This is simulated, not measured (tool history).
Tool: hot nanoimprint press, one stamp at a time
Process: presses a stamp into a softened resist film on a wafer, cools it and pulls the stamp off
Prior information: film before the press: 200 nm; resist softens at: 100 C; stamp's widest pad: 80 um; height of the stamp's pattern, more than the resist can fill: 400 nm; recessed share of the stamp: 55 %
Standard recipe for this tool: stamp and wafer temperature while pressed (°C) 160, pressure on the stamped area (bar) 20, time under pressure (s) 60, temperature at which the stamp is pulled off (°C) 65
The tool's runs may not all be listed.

run,hour,stamp and wafer temperature while pressed (°C),pressure on the stamped area (bar),time under pressure (s),temperature at which the stamp is pulled off (°C),resist left under the stamp's widest pad (angstrom),greatest force while the stamp is pulled off (N)
1,0,160,20,60,65,903,161
# hour 12.2: stamp cleaned and given a new release coat
2,47.2,160,20,60,72,906,109
3,111.9,160,20,60,65,912,134
4,152.2,160,20,60,65,917,145
5,186,160,20,60,65,910,143
6,256.1,160,20,60,65,928,165
# hour 272.7: stamp cleaned and given a new release coat
7,294,160,21,60,65,910,135
8,368.7,160,21,60,65,905,140
9,439,160,21,60,65,909,151
10,505.5,160,21,60,65,922,151
# hour 536.5: stamp cleaned and given a new release coat
11,543.4,160,20,60,65,954,125
12,603.7,160,26.7,60,65,821,137
13,655.5,160,26.7,60,60,814,160
14,714.4,160,20,60,67,972,145
15,758.6,160,20,60,60,973,180
# hour 782.4: plate thermocouple calibrated
# hour 790.4: press's hydraulic seals changed and the load cell set to zero
# hour 808.3: stamp cleaned and given a new release coat
16,830.6,153,20,60,71,1278,111
17,895.5,153,20,60,71,1276,122
18,966.5,153,20,60,71,1275,124
19,1001,153,20,60,71,1268,128
# hour 1067.2: stamp cleaned and given a new release coat
20,1081.3,163,20,81,71,701,109
21,1144.7,160,28.2,77,65,699,138
22,1176.9,148,13,60,65,1746,141
23,1252.3,160,20,71,65,870,152
24,1289.6,160,20,71,72,883,131
# hour 1327.9: stamp cleaned and given a new release coat
25,1351.1,160,20,71,72,876,109
26,1417.8,160,21.3,60,65,906,144
27,1453.9,160,12.9,60,66,1176,142
28,1529.4,160,20,50,57,1019,185
# hour 1571.3: plate thermocouple calibrated
29,1581.4,159,20,60,73,938,132
# hour 1592.4: stamp cleaned and given a new release coat
30,1663.8,159,20,60,73,953,112

Each run again, without the hidden state but with its own random variation kept:
What the log doesn't record here: true temperature over the reading, C; pressure that arrives at the usual setting, %; grip of the stamp's worn release coat, % over a new coat's; drift of the gauge itself on residual_nm, %; drift of the gauge itself on pull_off_n, %.
run,resist left under the stamp's widest pad (angstrom),greatest force while the stamp is pulled off (N)
1,892,127
2,891,105
3,892,121
4,893,126
5,884,120
6,895,129
7,873,130
8,862,126
9,859,127
10,867,119
11,896,122
12,758,125
13,748,140
14,899,119
15,896,142
16,1278,109
17,1269,112
18,1261,106
19,1250,105
20,684,107
21,676,126
22,1724,125
23,836,125
24,845,105
25,835,104
26,857,129
27,1122,123
28,957,149
29,933,105
30,941,105
